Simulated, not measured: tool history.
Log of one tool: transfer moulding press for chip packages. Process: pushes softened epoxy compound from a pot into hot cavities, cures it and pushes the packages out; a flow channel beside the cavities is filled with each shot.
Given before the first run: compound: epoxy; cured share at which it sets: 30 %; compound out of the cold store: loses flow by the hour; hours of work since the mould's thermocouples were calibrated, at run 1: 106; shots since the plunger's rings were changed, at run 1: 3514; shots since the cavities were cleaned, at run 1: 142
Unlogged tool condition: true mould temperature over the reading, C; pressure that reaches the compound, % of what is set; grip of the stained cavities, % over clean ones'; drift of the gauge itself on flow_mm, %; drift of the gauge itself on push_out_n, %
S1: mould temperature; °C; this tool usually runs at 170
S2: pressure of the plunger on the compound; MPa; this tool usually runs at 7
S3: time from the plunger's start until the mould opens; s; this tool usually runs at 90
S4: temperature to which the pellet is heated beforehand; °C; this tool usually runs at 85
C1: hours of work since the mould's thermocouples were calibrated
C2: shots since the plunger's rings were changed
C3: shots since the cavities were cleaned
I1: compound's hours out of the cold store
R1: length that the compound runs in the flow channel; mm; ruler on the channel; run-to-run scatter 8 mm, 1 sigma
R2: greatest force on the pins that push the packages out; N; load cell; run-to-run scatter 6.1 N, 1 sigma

run 1 hour=0 | S1=170 S2=7 S3=90 S4=85 | C1=106 C2=3514 C3=142 | I1=43.2 | R1=862 R2=262
run 2 hour=33.3 | S1=170 S2=7 S3=90 S4=85 | C1=131 C2=4003 C3=631 | I1=33.8 | R1=873 R2=342
-- hour=54.7 cavities cleaned with cleaning compound and waxed
run 3 hour=69.2 | S1=170 S2=7 S3=90 S4=85 | C1=157 C2=4510 C3=214 | I1=34.4 | R1=855 R2=274
run 4 hour=108.8 | S1=170 S2=7 S3=90 S4=85 | C1=187 C2=5091 C3=795 | I1=43.8 | R1=827 R2=353
-- hour=118.2 cavities cleaned with cleaning compound and waxed
run 5 hour=140.2 | S1=170 S2=7 S3=90 S4=85 | C1=210 C2=5532 C3=324 | I1=44.2 | R1=820 R2=276
run 6 hour=169.5 | S1=170 S2=7 S3=90 S4=85 | C1=232 C2=5962 C3=754 | I1=16.7 | R1=875 R2=353
-- hour=181.8 cavities cleaned with cleaning compound and waxed
run 7 hour=195.2 | S1=170 S2=7 S3=90 S4=85 | C1=250 C2=6319 C3=198 | I1=23 | R1=856 R2=267
run 8 hour=234.2 | S1=170 S2=7.41 S3=90 S4=85 | C1=280 C2=6892 C3=771 | I1=19.8 | R1=888 R2=360
-- hour=242.2 plunger's sealing rings changed
-- hour=247.8 cavities cleaned with cleaning compound and waxed
run 9 hour=255.3 | S1=170 S2=7.41 S3=90 S4=85 | C1=293 C2=172 C3=111 | I1=33.7 | R1=930 R2=245
run 10 hour=281.2 | S1=170 S2=7.41 S3=90 S4=85 | C1=312 C2=552 C3=491 | I1=45.3 | R1=910 R2=304
run 11 hour=298.3 | S1=170 S2=7 S3=130 S4=85 | C1=325 C2=803 C3=742 | I1=41.7 | R1=872 R2=253
-- hour=314.2 cavities cleaned with cleaning compound and waxed
run 12 hour=330.8 | S1=172 S2=5.9 S3=90 S4=85 | C1=349 C2=1260 C3=244 | I1=18.5 | R1=862 R2=250
run 13 hour=367.6 | S1=172 S2=5.24 S3=90 S4=92 | C1=377 C2=1800 C3=784 | I1=36.6 | R1=765 R2=297

Expected results for the next run?
-- hour=377.2 cavities cleaned with cleaning compound and waxed
run 14 hour=406 | S1=176 S2=7 S3=90 S4=83 | C1=405 C2=2344 C3=425 | I1=24.3 | R1=? R2=?

{"run 14": {"R1": 898, "R2": 236}}
Take away the tool's hidden state, keep the run-to-run variation as it was, and the same run would have given R1 931 mm, R2 172 N.

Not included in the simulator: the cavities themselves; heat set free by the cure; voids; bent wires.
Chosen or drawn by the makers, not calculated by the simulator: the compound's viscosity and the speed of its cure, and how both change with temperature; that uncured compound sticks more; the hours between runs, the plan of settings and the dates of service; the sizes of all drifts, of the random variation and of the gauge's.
